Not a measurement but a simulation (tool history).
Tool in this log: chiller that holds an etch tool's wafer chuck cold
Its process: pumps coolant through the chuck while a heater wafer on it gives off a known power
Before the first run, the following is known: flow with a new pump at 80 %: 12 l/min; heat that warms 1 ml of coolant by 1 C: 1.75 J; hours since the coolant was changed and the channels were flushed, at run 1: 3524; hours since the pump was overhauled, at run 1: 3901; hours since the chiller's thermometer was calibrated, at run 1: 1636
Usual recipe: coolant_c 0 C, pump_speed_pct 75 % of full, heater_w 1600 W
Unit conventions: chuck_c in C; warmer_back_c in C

run,day,coolant_c,pump_speed_pct,heater_w,hours since the coolant was changed and the channels were flushed,hours since the pump was overhauled,hours since the chiller's thermometer was calibrated,chuck_c,warmer_back_c
1,0.000,0,75,1600,3524,3901,1636,14.1,4.91
2,3.579,0,75,1300,3610,3987,1722,11.2,3.96
3,7.238,0,75,1959,3698,4075,1809,17.3,6.04
4,13.375,0,75,1600,3845,4222,1957,13.9,4.91
5,16.958,0,75,1600,3931,4308,2043,14.1,4.96
6,20.583,-4,79,2196,4018,4395,2130,14.5,6.39
7,24.592,-4,79,2196,4114,4491,2226,14.7,6.42
8,28.721,-4,79,2196,4213,4590,2325,14.5,6.41
9,31.346,-4,79,2196,4276,4653,2388,14.7,6.42
10,37.517,-3,75,1117,4425,4802,2536,7.0,3.56

A few steps of warmer_back_c between consecutive runs. Split each: what settings, incoming material and random variation would produce without the hidden state, and what is left over for the hidden state, along with gauge scatter present in only one of the two compared results (measured, and without hidden state):
Hidden state present: heat passed by the chuck's channels, % of clean ones'; flow at a given pump speed, % of a new pump's; coolant's true temperature over the reading, C; drift of the gauge itself on chuck_c, C; drift of the gauge itself on warmer_back_c, C.
Run 2 -> 3: heater_w 1300 -> 1959. warmer_back_c +2.08 C: hidden state +0.02, all else +2.06.
Run 9 -> 10: coolant_c -4 -> -3, pump_speed_pct 79 -> 75, heater_w 2196 -> 1117. warmer_back_c -2.86 C: hidden state +0.02, all else -2.88.

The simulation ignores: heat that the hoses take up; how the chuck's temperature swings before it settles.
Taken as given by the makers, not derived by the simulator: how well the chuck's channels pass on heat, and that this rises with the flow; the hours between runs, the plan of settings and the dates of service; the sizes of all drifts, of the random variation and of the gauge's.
